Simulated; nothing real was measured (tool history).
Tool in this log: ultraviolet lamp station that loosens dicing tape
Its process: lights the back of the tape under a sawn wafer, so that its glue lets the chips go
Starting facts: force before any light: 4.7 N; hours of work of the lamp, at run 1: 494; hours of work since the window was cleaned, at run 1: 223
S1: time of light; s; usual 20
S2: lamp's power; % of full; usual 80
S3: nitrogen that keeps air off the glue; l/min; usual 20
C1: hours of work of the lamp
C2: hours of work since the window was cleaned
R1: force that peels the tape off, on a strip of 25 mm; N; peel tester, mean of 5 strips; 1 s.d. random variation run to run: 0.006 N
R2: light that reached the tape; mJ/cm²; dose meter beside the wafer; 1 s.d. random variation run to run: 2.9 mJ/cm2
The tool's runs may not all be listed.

run    hour  S1  S2  S3    C1   C2     R1   R2
  1       0  20  80  20   494  223  0.205  339
  2    51.1  20  80  20   525  254  0.216  336
  3     102  20  80  20   556  284  0.223  327
  4   149.3  20  84  20   585  313  0.221  342
  5   197.8  20  84  28   614  342  0.194  337
  6   255.1  20  84  28   648  377  0.209  325
  7   313.6  20  80  29   684  412  0.222  307
  8   374.9  20  80  20   721  449  0.265  298
  9     431  20  80  20   754  483  0.272  291
 10     471  17  80  20   779  507  0.388  238
 11     511  17  80  20   803  531  0.395  240
      523.2  -- window cleaned of glue's vapour
 12   573.1  17  80  20   840   30  0.449  231
 13   631.3  17  80  20   875   65  0.456  221
        684  -- window cleaned of glue's vapour, once more
 14     684  26  96  40   906    0  0.139  512
 15   741.8  20  65  20   941   35  0.342  262
 16     792  20  65  20   972   65  0.354  258
 17   828.3  25  67  20   994   87  0.225  333
 18   880.8  25  67  20  1025  119   0.25  323
 19   922.9  13  75  18  1051  144  0.674  188
 20   965.4  31  71  20  1076  170  0.165  413
 21  1003.5  20  80  13  1099  193  0.333  292
 22  1057.8  14  66  13  1132  225  0.923  166
 23  1106.6  28  62   8  1161  255  0.387  312

Branching from run 23: 3 alternative next runs. What would each branch give?
  A  1156.5  20  80  22  1192  285   ?   ?
  B  1156.5  20  80  20  1192  285   ?   ?
  C  1156.5  11  80  34  1192  285   ?   ?

run     R1   R2
  A  0.306  278
  B  0.308  284
  C  0.723  156
Stripped of hidden state, with their random variation kept, the same runs would have yielded:
run     R1   R2
  A  0.178  410
  B  0.171  417
  C   0.35  230
